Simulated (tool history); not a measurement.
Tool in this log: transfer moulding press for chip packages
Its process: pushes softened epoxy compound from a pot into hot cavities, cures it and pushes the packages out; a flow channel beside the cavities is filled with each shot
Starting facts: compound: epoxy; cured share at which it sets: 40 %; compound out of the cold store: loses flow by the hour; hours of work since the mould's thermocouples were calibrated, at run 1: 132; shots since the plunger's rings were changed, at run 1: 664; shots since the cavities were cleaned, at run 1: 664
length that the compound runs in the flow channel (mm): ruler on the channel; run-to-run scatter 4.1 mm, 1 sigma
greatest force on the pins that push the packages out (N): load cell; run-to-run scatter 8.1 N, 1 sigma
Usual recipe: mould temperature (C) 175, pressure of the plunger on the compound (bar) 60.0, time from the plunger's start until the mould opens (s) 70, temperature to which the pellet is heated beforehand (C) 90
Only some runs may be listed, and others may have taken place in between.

run    day  mould temperature (C)  pressure of the plunger on the compound (bar)  time from the plunger's start until the mould opens (s)  temperature to which the pellet is heated beforehand (C)  hours of work since the mould's thermocouples were calibrated  shots since the plunger's rings were changed  shots since the cavities were cleaned  incoming compound's hours out of the cold store  length that the compound runs in the flow channel (mm)  greatest force on the pins that push the packages out (N)
  1  0.000                    175                                           60.0                                                       70                                                        90                                                            132                                           664                                    664                                             36.9                                                     553                                                        458
  2  0.500                    168                                           60.0                                                       70                                                        90                                                            138                                           816                                    816                                             26.6                                                     580                                                        730
     0.612  -- cavities cleaned with cleaning compound and waxed
  3  0.862                    171                                           60.0                                                       70                                                        90                                                            142                                           908                                     77                                             19.6                                                     608                                                        458
  4  1.254                    175                                           60.0                                                       70                                                        90                                                            147                                          1028                                    197                                             15.9                                                     600                                                        425
  5  1.562                    175                                           60.0                                                       70                                                        90                                                            151                                          1122                                    291                                             47.6                                                     512                                                        424
  6  1.796                    175                                           58.7                                                       70                                                        90                                                            154                                          1193                                    362                                             37.4                                                     528                                                        440
  7  2.012                    175                                           58.7                                                       70                                                        90                                                            156                                          1259                                    428                                             11.2                                                     614                                                        453
  8  2.417                    182                                           70.1                                                       52                                                        83                                                            161                                          1382                                    551                                             41.0                                                     563                                                        549
  9  2.667                    178                                           62.8                                                       77                                                        90                                                            164                                          1459                                    628                                             37.7                                                     543                                                        416
 10  3.096                    178                                           62.8                                                       77                                                        90                                                            170                                          1589                                    758                                             35.8                                                     554                                                        451
     3.367  -- cavities cleaned with cleaning compound and waxed
 11  3.400                    175                                           70.3                                                       87                                                        90                                                            173                                          1663                                     10                                             13.6                                                     643                                                        321
 12  3.912                    175                                           73.9                                                       87                                                        95                                                            179                                          1820                                    167                                             13.3                                                     668                                                        361

Each row is a separate what-if for the run after 12, all from the same tool condition, not one after another. Results?
  A  4.425                    175                                           47.5                                                       87                                                        95                                                            186                                          1976                                    323                                             30.0                                                       ?                                                          ?
  B  4.425                    175                                           73.9                                                       87                                                        99                                                            186                                          1976                                    323                                             23.9                                                       ?                                                          ?
  C  4.425                    175                                           73.9                                                       87                                                        95                                                            186                                          1976                                    323                                             16.6                                                       ?                                                          ?
  D  4.425                    175                                           60.0                                                       70                                                        85                                                            186                                          1976                                    323                                             37.0                                                       ?                                                          ?

run  length that the compound runs in the flow channel (mm)  greatest force on the pins that push the packages out (N)
  A                                                     493                                                        391
  B                                                     630                                                        388
  C                                                     662                                                        387
  D                                                     525                                                        426
The same runs, with their run-to-run variation unchanged, on a tool lacking any hidden condition would have given:
run  length that the compound runs in the flow channel (mm)  greatest force on the pins that push the packages out (N)
  A                                                     515                                                        324
  B                                                     658                                                        320
  C                                                     692                                                        320
  D                                                     548                                                        349

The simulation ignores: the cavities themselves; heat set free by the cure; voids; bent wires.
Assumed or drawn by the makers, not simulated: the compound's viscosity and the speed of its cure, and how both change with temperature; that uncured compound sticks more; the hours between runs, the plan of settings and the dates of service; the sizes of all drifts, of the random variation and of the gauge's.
